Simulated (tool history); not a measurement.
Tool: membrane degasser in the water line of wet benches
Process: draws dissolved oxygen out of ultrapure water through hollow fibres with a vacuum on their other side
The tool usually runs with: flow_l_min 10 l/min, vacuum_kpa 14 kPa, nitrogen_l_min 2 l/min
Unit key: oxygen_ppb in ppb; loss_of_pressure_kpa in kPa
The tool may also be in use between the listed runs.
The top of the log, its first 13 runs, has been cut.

run 14 hour=2247.3 | flow_l_min=10 vacuum_kpa=14 nitrogen_l_min=2 | oxygen_ppb=181.7 loss_of_pressure_kpa=62.69
run 15 hour=2451.1 | flow_l_min=10 vacuum_kpa=14 nitrogen_l_min=2 | oxygen_ppb=183.3 loss_of_pressure_kpa=62.74
run 16 hour=2613.1 | flow_l_min=10 vacuum_kpa=14 nitrogen_l_min=2.63 | oxygen_ppb=148.9 loss_of_pressure_kpa=62.65
-- hour=2676.3 vacuum gauge calibrated
run 17 hour=2828.2 | flow_l_min=10 vacuum_kpa=31.8 nitrogen_l_min=2.63 | oxygen_ppb=311.7 loss_of_pressure_kpa=62.75
run 18 hour=2938.5 | flow_l_min=10 vacuum_kpa=31.8 nitrogen_l_min=2.63 | oxygen_ppb=311.7 loss_of_pressure_kpa=62.66
run 19 hour=3119.5 | flow_l_min=15 vacuum_kpa=21.4 nitrogen_l_min=0.84 | oxygen_ppb=807.9 loss_of_pressure_kpa=94.15
run 20 hour=3225.6 | flow_l_min=10 vacuum_kpa=14 nitrogen_l_min=1.7 | oxygen_ppb=197.9 loss_of_pressure_kpa=62.98
run 21 hour=3339.4 | flow_l_min=10 vacuum_kpa=10.1 nitrogen_l_min=2 | oxygen_ppb=128.6 loss_of_pressure_kpa=62.83
run 22 hour=3558.9 | flow_l_min=12 vacuum_kpa=24 nitrogen_l_min=1.26 | oxygen_ppb=522.3 loss_of_pressure_kpa=75.96
run 23 hour=3695.8 | flow_l_min=12 vacuum_kpa=24 nitrogen_l_min=1.26 | oxygen_ppb=527.1 loss_of_pressure_kpa=75.43
run 24 hour=3877.4 | flow_l_min=12 vacuum_kpa=24 nitrogen_l_min=3.39 | oxygen_ppb=256.9 loss_of_pressure_kpa=75.12
run 25 hour=3997.7 | flow_l_min=9 vacuum_kpa=9.6 nitrogen_l_min=1.2 | oxygen_ppb=151.6 loss_of_pressure_kpa=56.85
run 26 hour=4130.3 | flow_l_min=13 vacuum_kpa=8.4 nitrogen_l_min=0.86 | oxygen_ppb=269.2 loss_of_pressure_kpa=82.13
run 27 hour=4362.2 | flow_l_min=8 vacuum_kpa=8.8 nitrogen_l_min=0.95 | oxygen_ppb=140.8 loss_of_pressure_kpa=50.91
run 28 hour=4550.2 | flow_l_min=8 vacuum_kpa=8.8 nitrogen_l_min=0.95 | oxygen_ppb=142.2 loss_of_pressure_kpa=50.36
run 29 hour=4651.9 | flow_l_min=10 vacuum_kpa=14 nitrogen_l_min=2.27 | oxygen_ppb=165.4 loss_of_pressure_kpa=63.15
run 30 hour=4792.8 | flow_l_min=12 vacuum_kpa=18.3 nitrogen_l_min=2.69 | oxygen_ppb=241.8 loss_of_pressure_kpa=76.16
run 31 hour=4937.7 | flow_l_min=11 vacuum_kpa=34.2 nitrogen_l_min=4.25 | oxygen_ppb=267.6 loss_of_pressure_kpa=70.02
-- hour=5022.2 seals of the vacuum lines changed
run 32 hour=5163.1 | flow_l_min=11 vacuum_kpa=34.2 nitrogen_l_min=1.46 | oxygen_ppb=580.4 loss_of_pressure_kpa=69.95
run 33 hour=5328.3 | flow_l_min=10 vacuum_kpa=10.8 nitrogen_l_min=1.72 | oxygen_ppb=150.1 loss_of_pressure_kpa=63.61

Below are 3 alternative next runs, each starting from the tool's condition after run 33. Predict each:
run A hour=5500.9 | flow_l_min=8 vacuum_kpa=14 nitrogen_l_min=2 | oxygen_ppb=? loss_of_pressure_kpa=?
run B hour=5500.9 | flow_l_min=12 vacuum_kpa=34.5 nitrogen_l_min=1.59 | oxygen_ppb=? loss_of_pressure_kpa=?
run C hour=5500.9 | flow_l_min=8 vacuum_kpa=14 nitrogen_l_min=4.21 | oxygen_ppb=? loss_of_pressure_kpa=?

run=A oxygen_ppb=128.5 loss_of_pressure_kpa=50.83
run=B oxygen_ppb=605.4 loss_of_pressure_kpa=76.29
run=C oxygen_ppb=73.4 loss_of_pressure_kpa=51.07
The same runs, with their run-to-run variation unchanged, on a tool lacking any hidden condition would have given:
run=A oxygen_ppb=119.7 loss_of_pressure_kpa=48.13
run=B oxygen_ppb=584.1 loss_of_pressure_kpa=72.24
run=C oxygen_ppb=66 loss_of_pressure_kpa=48.37
